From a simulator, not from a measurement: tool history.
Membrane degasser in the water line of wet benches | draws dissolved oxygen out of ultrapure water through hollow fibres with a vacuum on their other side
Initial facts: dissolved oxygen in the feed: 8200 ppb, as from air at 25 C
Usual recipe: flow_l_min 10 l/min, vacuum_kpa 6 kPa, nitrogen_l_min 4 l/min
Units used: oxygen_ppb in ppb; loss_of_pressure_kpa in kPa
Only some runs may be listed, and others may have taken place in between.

run	hour	flow_l_min	vacuum_kpa	nitrogen_l_min	oxygen_ppb	loss_of_pressure_kpa
1	0	10	6	4	143.2	57.39
2	130.5	10	5.96	4	142.9	57.7
3	275.3	10	5.96	4	142.4	57.1
4	412.1	10	5.96	4	144.3	57.3
5	492.8	10	5.96	4	138.1	57.26
6	665.5	10	5.96	4	139.4	57.68
7	766	10	5.96	4	143.1	57.35
8	936.5	10	5.96	10.97	130.9	57.19
9	1086	10	5.96	10.97	131	57.23
10	1266.5	6	5.67	8.94	15.8	34.22
11	1432.4	6	5.67	8.94	15.8	34.23
12	1528.8	15	3.7	8.94	432.2	86.14
13	1609	10	5.48	4	140	57.03
14	1704.7	10	5.48	4	137.6	57.23
# hour 1813.5: vacuum gauge calibrated
15	1866.2	10	6	2.67	149.4	57.4
16	2030.6	10	6	2.67	148.5	57.9
17	2167.5	10	6	2.67	147.1	57.43
18	2339	10	6.65	10.54	132.1	57.17

Predict each of these 3 candidate next runs independently; none follows another, all start after run 18:
A	2481.5	9	11.24	2.17	?	?
B	2481.5	7	4.97	3.08	?	?
C	2481.5	9	12.4	5.57	?	?

run	oxygen_ppb	loss_of_pressure_kpa
A	164.2	51.49
B	35.7	40.33
C	120.1	51.61
Without the tool's hidden state the same runs would have given:
run	oxygen_ppb	loss_of_pressure_kpa
A	164.1	51.47
B	35.7	40.32
C	119.9	51.59
